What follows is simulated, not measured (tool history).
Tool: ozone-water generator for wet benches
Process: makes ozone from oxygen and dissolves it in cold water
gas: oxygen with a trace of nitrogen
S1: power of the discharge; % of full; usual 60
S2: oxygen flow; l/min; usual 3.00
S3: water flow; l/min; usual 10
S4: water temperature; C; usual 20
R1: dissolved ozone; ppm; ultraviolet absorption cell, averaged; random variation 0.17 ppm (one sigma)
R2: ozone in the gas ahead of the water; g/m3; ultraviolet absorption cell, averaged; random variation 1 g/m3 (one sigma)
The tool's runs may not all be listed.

run 1 hour=0.0 | S1=60 S2=3.00 S3=10 S4=20 | R1=18.5 R2=149.0
run 2 hour=42.8 | S1=60 S2=3.00 S3=10 S4=20 | R1=18.5 R2=148.6
run 3 hour=103.2 | S1=60 S2=3.00 S3=10 S4=20 | R1=18.6 R2=148.5
run 4 hour=202.5 | S1=60 S2=3.00 S3=10 S4=20 | R1=18.5 R2=146.4
run 5 hour=298.9 | S1=60 S2=3.00 S3=10 S4=20 | R1=18.1 R2=146.2
run 6 hour=352.3 | S1=60 S2=3.00 S3=10 S4=20 | R1=18.5 R2=146.9
run 7 hour=419.3 | S1=60 S2=3.00 S3=10 S4=20 | R1=18.1 R2=145.1
run 8 hour=493.2 | S1=60 S2=3.00 S3=10 S4=20 | R1=17.9 R2=146.4
run 9 hour=541.5 | S1=60 S2=3.00 S3=10 S4=20 | R1=18.0 R2=144.6
run 10 hour=636.4 | S1=60 S2=3.00 S3=10 S4=20 | R1=17.9 R2=143.3
run 11 hour=709.1 | S1=47 S2=2.95 S3=10 S4=26 | R1=13.5 R2=120.1
run 12 hour=769.0 | S1=47 S2=2.95 S3=10 S4=26 | R1=13.5 R2=119.9
run 13 hour=858.3 | S1=47 S2=2.95 S3=10 S4=26 | R1=13.3 R2=120.7
run 14 hour=929.4 | S1=45 S2=3.00 S3=10 S4=15 | R1=15.4 R2=114.3
run 15 hour=995.6 | S1=45 S2=3.00 S3=10 S4=15 | R1=15.3 R2=114.8
-- hour=1081.1 contactor cleaned
run 16 hour=1081.1 | S1=63 S2=2.41 S3=9 S4=14 | R1=22.8 R2=171.4
run 17 hour=1146.1 | S1=63 S2=2.41 S3=9 S4=14 | R1=22.6 R2=169.5

Forecast each of these 3 alternatives for the next run:
run A hour=1226.9 | S1=63 S2=2.41 S3=12 S4=14 | R1=? R2=?
run B hour=1226.9 | S1=60 S2=5.23 S3=11 S4=20 | R1=? R2=?
run C hour=1226.9 | S1=63 S2=2.16 S3=8 S4=14 | R1=? R2=?

run=A R1=17.7 R2=166.2
run=B R1=15.0 R2=97.6
run=C R1=25.2 R2=182.3
Without the tool's hidden state the same runs would have given:
run=A R1=22.1 R2=205.9
run=B R1=18.5 R2=119.8
run=C R1=31.3 R2=226.0
